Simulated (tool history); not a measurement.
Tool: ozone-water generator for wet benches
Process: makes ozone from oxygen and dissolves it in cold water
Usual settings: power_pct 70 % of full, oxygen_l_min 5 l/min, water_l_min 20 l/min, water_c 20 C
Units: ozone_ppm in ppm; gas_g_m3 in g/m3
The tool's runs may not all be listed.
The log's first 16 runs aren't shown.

{"run": 17, "hour": 471.1, "power_pct": 70, "oxygen_l_min": 2.61, "water_l_min": 20, "water_c": 20, "ozone_ppm": 21.8, "gas_g_m3": 302.5}
{"run": 18, "hour": 512.5, "power_pct": 76, "oxygen_l_min": 4.16, "water_l_min": 13, "water_c": 13, "ozone_ppm": 34, "gas_g_m3": 233.6}
{"run": 19, "hour": 533.8, "power_pct": 70, "oxygen_l_min": 5.53, "water_l_min": 13, "water_c": 20, "ozone_ppm": 27.3, "gas_g_m3": 185.4}
{"run": 20, "hour": 570.1, "power_pct": 97, "oxygen_l_min": 5, "water_l_min": 21, "water_c": 20, "ozone_ppm": 25.4, "gas_g_m3": 241.5}
{"run": 21, "hour": 611.6, "power_pct": 70, "oxygen_l_min": 4.03, "water_l_min": 23, "water_c": 21, "ozone_ppm": 19.4, "gas_g_m3": 225.6}
{"run": 22, "hour": 650.9, "power_pct": 70, "oxygen_l_min": 4.03, "water_l_min": 23, "water_c": 21, "ozone_ppm": 19.6, "gas_g_m3": 227.4}
{"run": 23, "hour": 677.7, "power_pct": 70, "oxygen_l_min": 4.03, "water_l_min": 23, "water_c": 21, "ozone_ppm": 19.5, "gas_g_m3": 226.9}
{"run": 24, "hour": 714.0, "power_pct": 83, "oxygen_l_min": 7.48, "water_l_min": 23, "water_c": 17, "ozone_ppm": 21.5, "gas_g_m3": 167.7}
{"run": 25, "hour": 742.0, "power_pct": 70, "oxygen_l_min": 3.77, "water_l_min": 17, "water_c": 20, "ozone_ppm": 24.7, "gas_g_m3": 236.1}
{"run": 26, "hour": 759.7, "power_pct": 70, "oxygen_l_min": 5, "water_l_min": 20, "water_c": 20, "ozone_ppm": 21.4, "gas_g_m3": 197.6}
{"run": 27, "hour": 784.1, "power_pct": 80, "oxygen_l_min": 5.02, "water_l_min": 30, "water_c": 13, "ozone_ppm": 18.2, "gas_g_m3": 214}
{"run": 28, "hour": 823.8, "power_pct": 80, "oxygen_l_min": 8.64, "water_l_min": 30, "water_c": 17, "ozone_ppm": 17.2, "gas_g_m3": 151.7}

The next listed run, before its measurement:
{"run": 29, "hour": 846.2, "power_pct": 47, "oxygen_l_min": 5, "water_l_min": 30, "water_c": 20, "ozone_ppm": "?", "gas_g_m3": "?"}

Run 29 gave ozone_ppm 12.3 ppm, gas_g_m3 153.3 g/m3.
Without the tool's hidden state the same run would have given ozone_ppm 12.3 ppm, gas_g_m3 153.3 g/m3.

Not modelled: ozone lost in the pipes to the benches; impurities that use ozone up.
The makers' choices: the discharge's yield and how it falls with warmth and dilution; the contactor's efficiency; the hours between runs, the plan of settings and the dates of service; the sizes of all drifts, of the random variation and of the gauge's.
